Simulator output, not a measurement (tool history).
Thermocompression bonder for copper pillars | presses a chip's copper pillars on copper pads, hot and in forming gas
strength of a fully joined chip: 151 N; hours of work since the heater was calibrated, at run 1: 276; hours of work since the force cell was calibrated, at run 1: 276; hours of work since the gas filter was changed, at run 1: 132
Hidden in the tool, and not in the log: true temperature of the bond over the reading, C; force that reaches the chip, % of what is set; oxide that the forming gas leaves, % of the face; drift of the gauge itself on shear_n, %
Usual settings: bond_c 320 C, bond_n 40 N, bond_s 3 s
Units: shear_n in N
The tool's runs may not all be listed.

run   hour  bond_c  bond_n  bond_s  hours of work since the heater was calibrated  hours of work since the force cell was calibrated  hours of work since the gas filter was changed  shear_n
  1      0     320      40       3                                            276                                                276                                             132     49.4
  2   21.7     320      40       3                                            288                                                288                                             145     49.6
  3   37.6     320      40       3                                            298                                                298                                             154     49.3
  4   58.9     320      40       3                                            310                                                310                                             166     49.3
  5   74.3     320      40       3                                            320                                                320                                             176     48.9
  6  102.8     320      40       3                                            336                                                336                                             192     48.3
  7  127.4     320      40       3                                            351                                                351                                             207     47.7
  8  144.6     320      40       3                                            361                                                361                                             217     47.4
  9  168.1     320      40       3                                            375                                                375                                             231     47.2
 10  182.2     340      40       3                                            383                                                383                                             239     59.9
 11  210.4     340      40       3                                            400                                                400                                             256     60.5
       228  -- forming gas filter changed
 12  228.9     340      40       3                                            410                                                410                                               1     64.4
 13  244.5     348      40       3                                            420                                                420                                              10     69.8
 14  269.1     348      40       3                                            434                                                434                                              24     69.9
 15  295.7     348      40       3                                            450                                                450                                              40     69.6
 16  320.5     348      40       3                                            464                                                464                                              55     68.7
 17  346.7     320      40       3                                            480                                                480                                              70     49.6
 18  362.9     320      40       3                                            489                                                489                                              80     49.3
 19  379.2     320      40       3                                            499                                                499                                              89     48.6
 20  397.4     320      40       3                                            510                                                510                                             100     48.2
 21  430.2     327      34       3                                            529                                                529                                             119     44.8
 22  452.8     320      38       3                                            542                                                542                                             133     46.1
     455.6  -- force cell calibrated
 23  481.5     320      38       3                                            558                                                 15                                             149       45
 24    514     320      38       3                                            578                                                 34                                             168     43.8
 25  538.8     345      53       4                                            592                                                 49                                             182     86.9
 26  572.4     295      40       3                                            612                                                 69                                             202     32.5
     589.4  -- force cell calibrated, once more
 27  589.8     313      35       2                                            621                                                  0                                             212     31.3
 28  607.2     291      51       3                                            632                                                 11                                             222     40.1
 29  634.8     291      43       3                                            648                                                 27                                             238     33.1
 30  662.5     291      43       3                                            664                                                 43                                             255     32.3
     683.1  -- forming gas filter changed
 31  685.5     327      40       3                                            678                                                 56                                               1     54.4
 32  714.6     327      40       3                                            695                                                 74                                              19     54.8
 33  737.9     302      30       3                                            708                                                 87                                              32     28.5
 34  771.5     302      30       3                                            728                                                107                                              52       28
 35  801.2     302      28       6                                            746                                                125                                              70     35.9
 36  830.2     336      37       4                                            763                                                142                                              87     60.4
 37  845.4     336      31       2                                            772                                                151                                              96     38.8
 38  859.8     315      35       2                                            780                                                159                                             104       33
 39  886.7     315      35       2                                            796                                                175                                             120     32.9

Forecast each of these 4 alternatives for the next run:
  A  904.5     335      36       2                                            807                                                186                                             131        ?
  B  904.5     319      40       4                                            807                                                186                                             131        ?
  C  904.5     316      32       4                                            807                                                186                                             131        ?
  D  904.5     315      35       3                                            807                                                186                                             131        ?

run  shear_n
  A     43.9
  B       53
  C     40.7
  D     38.8
Without the tool's hidden state the same runs would have given:
run  shear_n
  A     49.2
  B     59.4
  C     45.8
  D     43.7
